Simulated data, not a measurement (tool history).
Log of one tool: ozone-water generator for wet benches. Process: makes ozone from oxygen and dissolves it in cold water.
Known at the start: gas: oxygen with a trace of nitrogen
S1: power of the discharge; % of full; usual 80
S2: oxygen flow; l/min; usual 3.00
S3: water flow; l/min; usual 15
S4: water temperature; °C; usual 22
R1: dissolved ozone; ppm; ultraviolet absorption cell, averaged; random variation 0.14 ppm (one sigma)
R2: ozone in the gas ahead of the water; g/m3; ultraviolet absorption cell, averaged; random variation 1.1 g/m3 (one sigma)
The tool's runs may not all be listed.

run     day  S1    S2  S3  S4    R1     R2
  1   0.000  80  3.00  15  22  17.1  186.9
  2   3.112  80  3.00  15  22  17.1  186.0
  3   4.546  80  3.00  15  22  17.5  186.8
  4   6.067  80  3.00  15  22  17.4  186.7
  5   7.646  80  3.00  15  16  18.7  187.3
  6   9.521  80  3.00  15  16  18.6  186.1
  7  12.117  80  2.85  15  22  17.4  191.4
  8  14.988  80  2.85  15  22  17.3  189.9
  9  16.754  80  3.00  15  16  18.8  186.1
 10  18.533  80  3.00  15  16  18.6  186.8
 11  19.929  80  3.00  15  16  18.9  185.7
 12  21.725  80  4.42  17  22  16.4  156.3
 13  24.446  61  2.24  11  16  19.7  182.6
 14  26.188  61  3.90  19  16  13.6  139.6
 15  27.688  61  3.90  19  16  13.7  141.5
 16  31.125  47  3.90  20  16  11.2  121.4
 17  33.046  54  2.28  12  24  15.4  170.0
 18  36.500  69  4.73   9  24  21.1  137.7
     37.933  -- water thermometer calibrated
 19  38.488  86  4.75  11  22  22.5  159.1
 20  40.879  80  1.76  18  27  12.6  240.1

Forecast run 21:
 21  43.071  80  1.52  18  27   ?   ?

{"run 21": {"R1": 12.4, "R2": 257.2}}
Without the tool's hidden state the same run would have given R1 12.4 ppm, R2 257.3 g/m3.
